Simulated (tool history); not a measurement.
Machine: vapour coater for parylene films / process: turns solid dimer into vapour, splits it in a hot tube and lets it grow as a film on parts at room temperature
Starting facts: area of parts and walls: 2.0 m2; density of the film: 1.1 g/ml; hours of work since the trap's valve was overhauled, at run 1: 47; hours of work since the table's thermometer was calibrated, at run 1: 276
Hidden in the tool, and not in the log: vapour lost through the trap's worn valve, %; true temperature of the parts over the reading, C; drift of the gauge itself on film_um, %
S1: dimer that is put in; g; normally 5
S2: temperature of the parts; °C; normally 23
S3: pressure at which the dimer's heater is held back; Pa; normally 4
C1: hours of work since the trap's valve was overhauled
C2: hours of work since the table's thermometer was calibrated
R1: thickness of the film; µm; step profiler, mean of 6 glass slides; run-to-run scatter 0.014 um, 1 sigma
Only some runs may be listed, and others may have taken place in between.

run	hour	S1	S2	S3	C1	C2	R1
1	0	5	23	4	47	276	1.04
2	15.5	5	23	4	61	289	1.05
3	33.2	5	23	4	76	305	1.05
4	56.2	5	23	8.33	96	325	0.93
5	67.7	5	31	4	106	335	0.74
6	87.9	5	31	4	124	353	0.75
7	111.7	5	23	4	145	373	1
8	130.7	5	23	4	161	390	0.98
9	143.5	5	23	4	172	401	1.01
10	168.3	5	23	4	194	423	0.98
# hour 182.9: trap's valve overhauled
11	188	5	21	4	4	436	1.18
12	208.9	5	24	4	23	455	1.01
13	221.4	5	24	4	34	466	1.05
14	232.3	5	23	2.67	43	475	1.15
15	253.7	5	23	3.1	62	494	1.07
16	271.2	5	17	3.1	77	509	1.39
17	293	5	23	4	96	528	1.02
18	317.9	3	20	2.67	118	550	0.74
19	332.5	3	20	2.67	131	563	0.74
20	354.3	4	29	2.25	149	582	0.69
21	375.7	4	29	2.25	168	600	0.72

Run 22 comes next. What will it give?
22	390.2	5	23	5.69	181	613	?

R1: 0.96 µm
Take away the tool's hidden state, keep the run-to-run variation as it was, and the same run would have given R1 1.03 µm.
